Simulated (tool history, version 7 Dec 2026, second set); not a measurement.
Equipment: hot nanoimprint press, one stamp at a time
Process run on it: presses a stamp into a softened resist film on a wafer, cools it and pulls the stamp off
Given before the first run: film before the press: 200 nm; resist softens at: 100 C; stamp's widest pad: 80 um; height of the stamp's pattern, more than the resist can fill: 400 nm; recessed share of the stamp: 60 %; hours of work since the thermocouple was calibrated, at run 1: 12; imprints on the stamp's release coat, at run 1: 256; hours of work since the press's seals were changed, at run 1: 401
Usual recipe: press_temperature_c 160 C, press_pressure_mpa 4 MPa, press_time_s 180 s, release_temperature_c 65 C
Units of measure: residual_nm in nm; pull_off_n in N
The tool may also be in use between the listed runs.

run,hour,press_temperature_c,press_pressure_mpa,press_time_s,release_temperature_c,hours of work since the thermocouple was calibrated,imprints on the stamp's release coat,hours of work since the press's seals were changed,residual_nm,pull_off_n
1,0,160,4,180,65,12,256,401,106.9,140
2,62.8,160,3.55,180,65,46,414,436,111.4,142
3,89.9,160,2.6,180,65,61,482,450,125.1,143
4,125.9,160,4,180,65,80,572,470,106.6,145
5,187.2,160,4,180,65,114,727,504,106.3,148
# hour 229.5: stamp cleaned and given a new release coat
6,251,160,4,180,62,146,54,535,106.7,149
7,279.5,160,4,180,65,161,125,551,106,139
8,336.1,160,4,180,65,192,267,582,105.6,137
9,366.7,160,4,180,65,209,344,599,105.3,138
10,401.6,160,4,180,65,228,432,618,105.5,142
11,447.9,160,4,180,65,253,549,643,104.8,142
12,513.9,160,4,180,65,290,714,679,105.5,145
# hour 560.2: stamp cleaned and given a new release coat
13,579.5,160,4,180,65,322,48,712,105.1,135
14,643.5,160,4,180,65,357,209,747,104.8,137
15,700.4,160,4,180,65,388,352,778,104.9,136
# hour 707.6: plate thermocouple calibrated
16,739.2,160,4,180,65,17,442,798,108.7,144
# hour 758.4: press's hydraulic seals changed and the load cell set to zero
17,776.1,159,3.59,339,71,33,514,10,92.1,121
18,811.9,155,2.82,122,64,53,604,29,156,150
19,862.6,154,3.09,122,64,80,732,57,156.7,151
# hour 900.9: stamp cleaned and given a new release coat
20,905.5,154,3.09,122,64,101,11,77,156.4,141
21,949.4,154,4.57,330,52,125,122,101,105,191
22,1009.1,154,4.57,330,52,157,272,134,105.4,193
23,1060.9,154,4.57,330,52,186,402,162,104.9,197
24,1113.2,154,4.57,330,52,214,533,191,105.2,196
25,1176.6,165,4.17,330,52,249,693,226,63.8,200
26,1219.6,165,4.17,330,52,273,801,249,64.2,206
# hour 1231: stamp cleaned and given a new release coat
27,1285.7,165,4.17,330,52,305,138,282,63.7,190
28,1346.5,165,4.17,330,52,339,290,315,64.5,194
29,1398.1,166,4,281,53,367,420,344,65.7,189
# hour 1441.4: plate thermocouple calibrated
30,1445.1,166,4,281,53,2,531,368,69.5,196
31,1506,165,4,180,70,35,684,401,86.3,128

Hidden state or all else? Some run-to-run changes of residual_nm, split into what the settings, what came in and random variation would give without the hidden state, and what is left for the hidden state (with any gauge scatter that isn't in both results):
Hidden state present: true temperature over the reading, C; pressure that arrives at the usual setting, %; grip of the stamp's worn release coat, % over a new coat's; drift of the gauge itself on residual_nm, %; drift of the gauge itself on pull_off_n, %.
Run 15 -> 16: plate thermocouple calibrated. residual_nm +3.8 nm: hidden state +3.7, all else +0.1.
Run 16 -> 17: press_temperature_c 160 -> 159, press_pressure_mpa 4 -> 3.59, press_time_s 180 -> 339, release_temperature_c 65 -> 71, press's hydraulic seals changed and the load cell set to zero. residual_nm -16.6 nm: hidden state -2.5, all else -14.1.
Run 17 -> 18: press_temperature_c 159 -> 155, press_pressure_mpa 3.59 -> 2.82, press_time_s 339 -> 122, release_temperature_c 71 -> 64. residual_nm +63.9 nm: hidden state -0.1, all else +64.
Run 20 -> 21: press_pressure_mpa 3.09 -> 4.57, press_time_s 122 -> 330, release_temperature_c 64 -> 52. residual_nm -51.4 nm: hidden state -0.2, all else -51.2.
Run 24 -> 25: press_temperature_c 154 -> 165, press_pressure_mpa 4.57 -> 4.17. residual_nm -41.4 nm: hidden state +0.4, all else -41.8.
Run 29 -> 30: plate thermocouple calibrated. residual_nm +3.8 nm: hidden state +3.1, all else +0.7.
